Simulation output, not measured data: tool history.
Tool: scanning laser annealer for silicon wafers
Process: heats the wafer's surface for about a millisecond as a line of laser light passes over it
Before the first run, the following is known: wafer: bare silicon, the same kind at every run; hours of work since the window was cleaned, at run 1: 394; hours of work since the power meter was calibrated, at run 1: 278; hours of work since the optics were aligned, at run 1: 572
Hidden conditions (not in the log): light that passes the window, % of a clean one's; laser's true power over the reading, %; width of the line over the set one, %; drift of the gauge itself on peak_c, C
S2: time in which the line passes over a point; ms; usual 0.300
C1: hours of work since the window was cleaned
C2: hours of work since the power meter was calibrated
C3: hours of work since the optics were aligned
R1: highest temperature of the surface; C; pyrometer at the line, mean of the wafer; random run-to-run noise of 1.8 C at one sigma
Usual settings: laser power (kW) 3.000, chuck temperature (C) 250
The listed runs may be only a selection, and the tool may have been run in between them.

{"run": 1, "day": 0.0, "laser power (kW)": 3.0, "S2": 0.3, "chuck temperature (C)": 250, "C1": 394, "C2": 278, "C3": 572, "R1": 1001}
{"run": 2, "day": 0.262, "laser power (kW)": 3.0, "S2": 0.3, "chuck temperature (C)": 238, "C1": 399, "C2": 283, "C3": 577, "R1": 992}
{"run": 3, "day": 0.592, "laser power (kW)": 3.0, "S2": 0.3, "chuck temperature (C)": 238, "C1": 404, "C2": 288, "C3": 583, "R1": 992}
{"run": 4, "day": 1.038, "laser power (kW)": 3.0, "S2": 0.3, "chuck temperature (C)": 242, "C1": 412, "C2": 296, "C3": 590, "R1": 995}
{"run": 5, "day": 1.458, "laser power (kW)": 3.0, "S2": 0.3, "chuck temperature (C)": 242, "C1": 420, "C2": 303, "C3": 598, "R1": 995}
{"run": 6, "day": 1.879, "laser power (kW)": 3.0, "S2": 0.3, "chuck temperature (C)": 242, "C1": 427, "C2": 311, "C3": 605, "R1": 994}
{"run": 7, "day": 2.117, "laser power (kW)": 3.0, "S2": 0.3, "chuck temperature (C)": 250, "C1": 431, "C2": 315, "C3": 609, "R1": 1001}
{"run": 8, "day": 2.525, "laser power (kW)": 3.0, "S2": 0.3, "chuck temperature (C)": 250, "C1": 438, "C2": 322, "C3": 616, "R1": 1002}
{"run": 9, "day": 2.871, "laser power (kW)": 3.0, "S2": 0.3, "chuck temperature (C)": 250, "C1": 444, "C2": 328, "C3": 622, "R1": 1003}
{"run": 10, "day": 3.146, "laser power (kW)": 3.0, "S2": 0.3, "chuck temperature (C)": 250, "C1": 449, "C2": 333, "C3": 627, "R1": 1004}
{"day": 3.325, "done": "window over the wafer cleaned"}
{"run": 11, "day": 3.483, "laser power (kW)": 3.199, "S2": 0.3, "chuck temperature (C)": 250, "C1": 3, "C2": 337, "C3": 632, "R1": 1075}
{"run": 12, "day": 3.929, "laser power (kW)": 3.199, "S2": 0.3, "chuck temperature (C)": 250, "C1": 11, "C2": 345, "C3": 639, "R1": 1074}
{"run": 13, "day": 4.317, "laser power (kW)": 3.233, "S2": 0.3, "chuck temperature (C)": 250, "C1": 17, "C2": 352, "C3": 646, "R1": 1080}
{"run": 14, "day": 4.517, "laser power (kW)": 3.0, "S2": 0.3, "chuck temperature (C)": 250, "C1": 21, "C2": 355, "C3": 650, "R1": 1021}
{"run": 15, "day": 4.967, "laser power (kW)": 2.777, "S2": 0.3, "chuck temperature (C)": 250, "C1": 29, "C2": 363, "C3": 657, "R1": 960}
{"day": 5.208, "done": "optics aligned, line set to its width"}
{"run": 16, "day": 5.5, "laser power (kW)": 3.0, "S2": 0.3, "chuck temperature (C)": 250, "C1": 34, "C2": 369, "C3": 5, "R1": 1017}
{"run": 17, "day": 5.792, "laser power (kW)": 3.0, "S2": 0.3, "chuck temperature (C)": 250, "C1": 39, "C2": 374, "C3": 10, "R1": 1019}
{"run": 18, "day": 6.088, "laser power (kW)": 3.0, "S2": 0.3, "chuck temperature (C)": 250, "C1": 44, "C2": 379, "C3": 15, "R1": 1016}
{"run": 19, "day": 6.379, "laser power (kW)": 3.245, "S2": 0.3, "chuck temperature (C)": 250, "C1": 49, "C2": 384, "C3": 20, "R1": 1081}
{"run": 20, "day": 6.758, "laser power (kW)": 3.0, "S2": 0.3, "chuck temperature (C)": 250, "C1": 56, "C2": 391, "C3": 27, "R1": 1015}
{"run": 21, "day": 7.088, "laser power (kW)": 3.0, "S2": 0.3, "chuck temperature (C)": 250, "C1": 62, "C2": 396, "C3": 33, "R1": 1017}
{"day": 7.433, "done": "optics aligned, line set to its width, once more"}
{"run": 22, "day": 7.579, "laser power (kW)": 3.0, "S2": 0.3, "chuck temperature (C)": 250, "C1": 67, "C2": 401, "C3": 2, "R1": 1022}
{"run": 23, "day": 7.892, "laser power (kW)": 3.0, "S2": 0.3, "chuck temperature (C)": 250, "C1": 72, "C2": 407, "C3": 8, "R1": 1022}
{"run": 24, "day": 8.129, "laser power (kW)": 3.012, "S2": 0.232, "chuck temperature (C)": 250, "C1": 76, "C2": 411, "C3": 12, "R1": 921}
{"run": 25, "day": 8.4, "laser power (kW)": 3.008, "S2": 0.3, "chuck temperature (C)": 276, "C1": 81, "C2": 415, "C3": 17, "R1": 1044}
{"run": 26, "day": 8.667, "laser power (kW)": 3.008, "S2": 0.3, "chuck temperature (C)": 276, "C1": 86, "C2": 420, "C3": 21, "R1": 1047}
{"run": 27, "day": 8.967, "laser power (kW)": 3.0, "S2": 0.329, "chuck temperature (C)": 250, "C1": 91, "C2": 425, "C3": 27, "R1": 1058}
{"run": 28, "day": 9.35, "laser power (kW)": 3.0, "S2": 0.329, "chuck temperature (C)": 250, "C1": 97, "C2": 432, "C3": 33, "R1": 1059}
{"run": 29, "day": 9.625, "laser power (kW)": 3.0, "S2": 0.363, "chuck temperature (C)": 238, "C1": 102, "C2": 437, "C3": 38, "R1": 1086}
{"run": 30, "day": 9.867, "laser power (kW)": 3.0, "S2": 0.363, "chuck temperature (C)": 238, "C1": 106, "C2": 441, "C3": 42, "R1": 1089}
{"run": 31, "day": 10.083, "laser power (kW)": 3.0, "S2": 0.363, "chuck temperature (C)": 238, "C1": 110, "C2": 445, "C3": 46, "R1": 1089}
{"run": 32, "day": 10.525, "laser power (kW)": 3.084, "S2": 0.3, "chuck temperature (C)": 246, "C1": 118, "C2": 452, "C3": 54, "R1": 1034}
{"run": 33, "day": 10.896, "laser power (kW)": 2.595, "S2": 0.239, "chuck temperature (C)": 259, "C1": 124, "C2": 459, "C3": 60, "R1": 843}
{"run": 34, "day": 11.112, "laser power (kW)": 2.595, "S2": 0.239, "chuck temperature (C)": 259, "C1": 128, "C2": 463, "C3": 64, "R1": 842}
{"run": 35, "day": 11.342, "laser power (kW)": 2.595, "S2": 0.239, "chuck temperature (C)": 259, "C1": 132, "C2": 467, "C3": 68, "R1": 843}
{"run": 36, "day": 11.717, "laser power (kW)": 2.968, "S2": 0.233, "chuck temperature (C)": 250, "C1": 139, "C2": 473, "C3": 74, "R1": 912}
{"run": 37, "day": 12.167, "laser power (kW)": 2.968, "S2": 0.322, "chuck temperature (C)": 267, "C1": 146, "C2": 481, "C3": 82, "R1": 1055}
{"run": 38, "day": 12.396, "laser power (kW)": 2.858, "S2": 0.26, "chuck temperature (C)": 250, "C1": 150, "C2": 485, "C3": 86, "R1": 924}
{"run": 39, "day": 12.679, "laser power (kW)": 2.65, "S2": 0.238, "chuck temperature (C)": 250, "C1": 155, "C2": 490, "C3": 91, "R1": 846}
{"run": 40, "day": 12.979, "laser power (kW)": 3.294, "S2": 0.372, "chuck temperature (C)": 248, "C1": 161, "C2": 495, "C3": 96, "R1": 1194}

What differs in the tool's unlogged condition from the final listed run ahead of each entry between runs to the first listed run following it?
In the gap between runs 10 and 11: window over the wafer cleaned (day 3.325)
  light that passes the window, % of a clean one's: 97.33 -> 99.84; width of the line over the set one, %: 0.68 -> 0.69
  difference, measured minus the result without the unlogged condition, R1: -24 -> -5 C
In the gap between runs 15 and 16: optics aligned, line set to its width (day 5.208)
  light that passes the window, % of a clean one's: 99.68 -> 99.65; laser's true power over the reading, %: -0.15 -> -0.16; width of the line over the set one, %: 0.71 -> 1.07
  difference, measured minus the result without the unlogged condition, R1: -6 -> -8 C
In the gap between runs 21 and 22: optics aligned, line set to its width, once more (day 7.433)
  light that passes the window, % of a clean one's: 99.5 -> 99.47; width of the line over the set one, %: 1.09 -> 0.1
  difference, measured minus the result without the unlogged condition, R1: -9 -> -6 C
